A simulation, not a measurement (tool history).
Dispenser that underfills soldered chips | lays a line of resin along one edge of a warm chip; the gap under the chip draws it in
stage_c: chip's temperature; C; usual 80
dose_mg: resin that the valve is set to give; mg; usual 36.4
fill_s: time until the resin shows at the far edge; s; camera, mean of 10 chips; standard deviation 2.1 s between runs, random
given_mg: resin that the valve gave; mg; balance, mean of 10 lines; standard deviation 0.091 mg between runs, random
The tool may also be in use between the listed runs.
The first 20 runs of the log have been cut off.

run 21 hour=123.1 | stage_c=72 dose_mg=36.4 | fill_s=375.3 given_mg=36.29
-- hour=127.9 new syringe of resin
run 22 hour=130.7 | stage_c=67 dose_mg=44.7 | fill_s=371.3 given_mg=44.09
run 23 hour=134.6 | stage_c=70 dose_mg=35.4 | fill_s=385.5 given_mg=34.89
run 24 hour=138.8 | stage_c=75 dose_mg=39 | fill_s=361.5 given_mg=38.42
-- hour=140.4 new syringe of resin
run 25 hour=144.7 | stage_c=95 dose_mg=34.6 | fill_s=139.2 given_mg=33.76
run 26 hour=151.3 | stage_c=81 dose_mg=44.7 | fill_s=281.4 given_mg=43.59
-- hour=153.3 new syringe of resin
run 27 hour=155.6 | stage_c=81 dose_mg=33.1 | fill_s=216.2 given_mg=32.24
run 28 hour=160 | stage_c=77 dose_mg=33.3 | fill_s=299.7 given_mg=32.42

Expected results for the next run?
-- hour=165.8 new syringe of resin
run 29 hour=166.8 | stage_c=70 dose_mg=44.1 | fill_s=? given_mg=?

Run 29 produced fill_s 308.4 s, given_mg 42.63 mg.
Minus the tool's unlogged condition, the same run would have read fill_s 302.8 s, given_mg 44.1 mg.
